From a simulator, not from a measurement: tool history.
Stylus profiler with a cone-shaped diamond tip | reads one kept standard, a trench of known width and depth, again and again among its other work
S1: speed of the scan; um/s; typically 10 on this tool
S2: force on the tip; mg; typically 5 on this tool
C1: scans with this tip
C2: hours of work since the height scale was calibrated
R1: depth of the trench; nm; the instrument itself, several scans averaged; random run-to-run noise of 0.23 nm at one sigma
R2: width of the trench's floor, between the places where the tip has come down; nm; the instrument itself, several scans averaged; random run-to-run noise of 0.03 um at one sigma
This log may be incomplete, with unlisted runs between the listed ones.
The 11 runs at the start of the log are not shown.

run,hour,S1,S2,C1,C2,R1,R2
12,338.2,15,5,4092,800,1028.93,16050
13,374.2,15,5,4222,825,1029.15,16000
14,393.5,6,5,4291,839,1029.34,16030
15,429.2,6,2.28,4420,864,1017.87,16050
16,466.2,10,5,4553,890,1029.01,15990
17,498.5,10,5,4669,913,1029.28,16010
18,532.8,36,4.5,4793,937,1027.49,15880
19,550.4,26,3.18,4856,949,1022.24,15880
20,568.2,26,3.18,4920,962,1022.21,15870
21,589.2,38,2.01,4996,976,1016.85,15820
22,607.4,38,2.01,5061,989,1016.57,15790
# hour 610.1: height scale calibrated on a step standard
23,647.1,36,4.62,5203,26,1028.68,15840
24,679.8,4,12.95,5320,49,1054.62,15960
25,700.2,10,5.86,5394,63,1033.79,15930
26,721.1,4,13.3,5469,78,1056.3,15890
27,758.6,4,13.3,5604,105,1056.52,15890
# hour 778.5: height scale calibrated on a step standard, once more
28,784.8,4,13.3,5696,4,1052.93,15940
29,825.4,13,5.95,5843,33,1030.75,15850
30,857,2,8.13,5956,55,1038.47,15850
31,894.6,2,8.13,6092,82,1038.41,15840
32,919.7,2,8.13,6182,99,1038.45,15810
33,941.8,6,1.85,6262,115,1014.84,15850

Predict each of these 4 candidate next runs independently; none follows another, all start after run 33:
A,982.1,3,5,6407,143,?,?
B,982.1,33,3.97,6407,143,?,?
C,982.1,3,12.68,6407,143,?,?
D,982.1,3,6.95,6407,143,?,?

run,R1,R2
A,1027.81,15830
B,1023.98,15670
C,1051.77,15820
D,1034.9,15810
Without the tool's unlogged condition, the same runs would have read:
run,R1,R2
A,1027.03,16540
B,1023.21,16390
C,1050.97,16540
D,1034.12,16520

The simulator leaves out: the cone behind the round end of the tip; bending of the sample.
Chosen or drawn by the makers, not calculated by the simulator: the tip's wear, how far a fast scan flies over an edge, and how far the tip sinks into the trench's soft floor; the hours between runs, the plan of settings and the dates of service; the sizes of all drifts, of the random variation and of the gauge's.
